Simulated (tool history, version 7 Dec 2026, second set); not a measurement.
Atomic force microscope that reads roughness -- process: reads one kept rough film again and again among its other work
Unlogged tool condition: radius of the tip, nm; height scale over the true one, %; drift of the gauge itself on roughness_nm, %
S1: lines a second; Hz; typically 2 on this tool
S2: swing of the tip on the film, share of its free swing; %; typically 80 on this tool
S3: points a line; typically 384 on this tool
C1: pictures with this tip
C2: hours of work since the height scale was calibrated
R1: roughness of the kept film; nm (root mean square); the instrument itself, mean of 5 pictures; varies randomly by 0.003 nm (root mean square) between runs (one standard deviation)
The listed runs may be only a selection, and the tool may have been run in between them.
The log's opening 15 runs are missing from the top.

run	hour	S1	S2	S3	C1	C2	R1
16	108.1	2	80	848	285	226	0.603
17	113.4	0.56	80	384	290	229	0.678
# hour 115: height scale calibrated on a step standard
18	120.5	1.43	80	384	295	3	0.624
19	128.7	1.43	80	384	302	7	0.624
20	133.9	2	65	384	306	10	0.65
21	142.8	2	65	384	314	15	0.653
22	148.9	2	65	384	319	18	0.647
23	158.8	2	89	384	327	24	0.541
# hour 161: height scale calibrated on a step standard, once more
24	170.1	2	89	384	336	5	0.538
25	175.9	2	89	384	341	8	0.54
26	180.6	2	89	384	345	11	0.531
27	189.5	2	89	384	353	15	0.539
28	198.7	1.24	57	333	360	20	0.672
29	205.5	1.24	57	333	366	24	0.67

Run 30, settings as shown, results not yet in. Your forecast:
30	215.6	1.24	57	333	375	29	?

{"run 30": {"R1": 0.677}}
Take away the tool's hidden state, keep the run-to-run variation as it was, and the same run would have given R1 0.752 nm (root mean square).
